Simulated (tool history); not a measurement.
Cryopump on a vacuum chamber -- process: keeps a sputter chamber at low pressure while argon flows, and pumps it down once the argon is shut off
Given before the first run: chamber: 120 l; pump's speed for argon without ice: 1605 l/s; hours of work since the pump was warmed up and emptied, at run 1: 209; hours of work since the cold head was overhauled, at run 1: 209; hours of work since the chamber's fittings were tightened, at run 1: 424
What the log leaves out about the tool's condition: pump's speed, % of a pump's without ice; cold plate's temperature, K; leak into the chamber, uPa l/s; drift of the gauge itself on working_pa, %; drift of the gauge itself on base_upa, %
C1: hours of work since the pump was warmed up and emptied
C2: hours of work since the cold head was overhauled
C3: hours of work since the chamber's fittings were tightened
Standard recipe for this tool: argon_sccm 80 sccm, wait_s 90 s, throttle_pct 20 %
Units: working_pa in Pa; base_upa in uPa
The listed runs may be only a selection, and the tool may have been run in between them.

Run 1, hour 0.0: usual settings; C1 209; C2 209; C3 424. Result: working_pa 0.4347 Pa, base_upa 1.21 uPa.
Run 2, hour 44.1: usual settings; C1 236; C2 236; C3 451. Result: working_pa 0.4379 Pa, base_upa 1.28 uPa.
Run 3, hour 89.7: usual settings; C1 263; C2 263; C3 478. Result: working_pa 0.4448 Pa, base_upa 1.33 uPa.
Run 4, hour 120.3: usual settings; C1 281; C2 281; C3 497. Result: working_pa 0.4440 Pa, base_upa 1.39 uPa.
Run 5, hour 142.1: usual settings; C1 294; C2 294; C3 510. Result: working_pa 0.4438 Pa, base_upa 1.34 uPa.
Run 6, hour 189.5: usual settings; C1 323; C2 323; C3 538. Result: working_pa 0.4467 Pa, base_upa 1.46 uPa.
Run 7, hour 232.4: usual settings but argon_sccm 69 sccm; C1 349; C2 349; C3 564. Result: working_pa 0.3888 Pa, base_upa 1.52 uPa.
Run 8, hour 262.9: usual settings but argon_sccm 69 sccm, throttle_pct 22 %; C1 367; C2 367; C3 582. Result: working_pa 0.3565 Pa, base_upa 1.55 uPa.
Run 9, hour 296.2: usual settings but argon_sccm 45 sccm; C1 387; C2 387; C3 602. Result: working_pa 0.2538 Pa, base_upa 1.58 uPa.
Run 10, hour 334.8: usual settings but argon_sccm 64 sccm; C1 410; C2 410; C3 625. Result: working_pa 0.3643 Pa, base_upa 1.56 uPa.
Run 11, hour 366.4: usual settings; C1 429; C2 429; C3 644. Result: working_pa 0.4596 Pa, base_upa 1.68 uPa.
Run 12, hour 412.9: usual settings; C1 457; C2 457; C3 672. Result: working_pa 0.4667 Pa, base_upa 1.78 uPa.
Run 13, hour 444.6: usual settings; C1 476; C2 476; C3 691. Result: working_pa 0.4610 Pa, base_upa 1.82 uPa.
At hour 490.3: pump warmed up, emptied and cooled again.
Run 14, hour 500.3: usual settings; C1 6; C2 506; C3 722. Result: working_pa 0.4217 Pa, base_upa 1.40 uPa.
Run 15, hour 549.3: usual settings; C1 35; C2 536; C3 751. Result: working_pa 0.4243 Pa, base_upa 1.49 uPa.
Run 16, hour 579.2: usual settings; C1 53; C2 554; C3 769. Result: working_pa 0.4248 Pa, base_upa 1.49 uPa.
Run 17, hour 626.3: usual settings; C1 82; C2 582; C3 797. Result: working_pa 0.4278 Pa, base_upa 1.49 uPa.
Run 18, hour 652.2: usual settings; C1 97; C2 598; C3 813. Result: working_pa 0.4280 Pa, base_upa 1.57 uPa.
Run 19, hour 674.9: usual settings but argon_sccm 68 sccm, wait_s 258 s, throttle_pct 19 %; C1 111; C2 611; C3 827. Result: working_pa 0.3849 Pa, base_upa 1.38 uPa.
Run 20, hour 720.3: usual settings but argon_sccm 38 sccm, wait_s 258 s, throttle_pct 19 %; C1 138; C2 639; C3 854. Result: working_pa 0.2156 Pa, base_upa 1.38 uPa.
Run 21, hour 749.2: usual settings but argon_sccm 42 sccm, wait_s 40 s, throttle_pct 52 %; C1 155; C2 656; C3 871. Result: working_pa 0.0905 Pa, base_upa 2.22 uPa.
Run 22, hour 776.4: usual settings but wait_s 60 s, throttle_pct 26 %; C1 172; C2 672; C3 887. Result: working_pa 0.3351 Pa, base_upa 1.96 uPa.
Run 23, hour 813.4: usual settings but wait_s 60 s, throttle_pct 26 %; C1 194; C2 694; C3 910. Result: working_pa 0.3381 Pa, base_upa 1.98 uPa.
Run 24, hour 838.6: usual settings but argon_sccm 82 sccm, wait_s 48 s, throttle_pct 44 %; C1 209; C2 710; C3 925. Result: working_pa 0.2117 Pa, base_upa 2.14 uPa.
Run 25, hour 867.5: usual settings but argon_sccm 82 sccm, wait_s 48 s, throttle_pct 24 %; C1 226; C2 727; C3 942. Result: working_pa 0.3794 Pa, base_upa 2.28 uPa.
Run 26, hour 909.2: usual settings but argon_sccm 76 sccm, wait_s 109 s, throttle_pct 30 %; C1 251; C2 752; C3 967. Result: working_pa 0.2826 Pa, base_upa 1.84 uPa.
Run 27, hour 945.7: usual settings but argon_sccm 76 sccm, wait_s 23 s, throttle_pct 40 %; C1 273; C2 774; C3 989. Result: working_pa 0.2185 Pa, base_upa 3.19 uPa.
Run 28, hour 991.2: usual settings but argon_sccm 46 sccm, wait_s 34 s, throttle_pct 40 %; C1 301; C2 801; C3 1016. Result: working_pa 0.1342 Pa, base_upa 2.70 uPa.
Run 29, hour 1013.2: usual settings but argon_sccm 56 sccm, wait_s 194 s; C1 314; C2 814; C3 1030. Result: working_pa 0.3115 Pa, base_upa 1.80 uPa.
Run 30, hour 1055.3: usual settings but argon_sccm 56 sccm, wait_s 246 s, throttle_pct 15 %; C1 339; C2 840; C3 1055. Result: working_pa 0.4103 Pa, base_upa 1.84 uPa.
Run 31, hour 1106.6: usual settings but argon_sccm 41 sccm, wait_s 170 s; C1 370; C2 870; C3 1086. Result: working_pa 0.2316 Pa, base_upa 1.96 uPa.
Run 32, hour 1131.3: usual settings but argon_sccm 79 sccm, wait_s 25 s, throttle_pct 18 %; C1 385; C2 885; C3 1101. Result: working_pa 0.4948 Pa, base_upa 3.33 uPa.
Run 33, hour 1170.5: usual settings but argon_sccm 38 sccm, wait_s 34 s, throttle_pct 23 %; C1 408; C2 909; C3 1124. Result: working_pa 0.1892 Pa, base_upa 3.05 uPa.
Run 34, hour 1202.1: usual settings but throttle_pct 31 %; C1 427; C2 928; C3 1143. Result: working_pa 0.3048 Pa, base_upa 2.40 uPa.

Predict each of these 3 candidate next runs independently; none follows another, all start after run 34:
Run A, hour 1233.6: usual settings but argon_sccm 128 sccm, wait_s 80 s; C1 446; C2 947; C3 1162. Result: working_pa ?, base_upa ?.
Run B, hour 1233.6: usual settings but argon_sccm 119 sccm, wait_s 38 s, throttle_pct 30 %; C1 446; C2 947; C3 1162. Result: working_pa ?, base_upa ?.
Run C, hour 1233.6: usual settings but argon_sccm 36 sccm, wait_s 63 s, throttle_pct 39 %; C1 446; C2 947; C3 1162. Result: working_pa ?, base_upa ?.

run  working_pa  base_upa
  A      0.7296      2.45
  B      0.4719      3.00
  C      0.1133      2.63
With no hidden state in the tool, these same runs would have given:
run  working_pa  base_upa
  A      0.6719      0.65
  B      0.4180      1.19
  C      0.0970      0.81

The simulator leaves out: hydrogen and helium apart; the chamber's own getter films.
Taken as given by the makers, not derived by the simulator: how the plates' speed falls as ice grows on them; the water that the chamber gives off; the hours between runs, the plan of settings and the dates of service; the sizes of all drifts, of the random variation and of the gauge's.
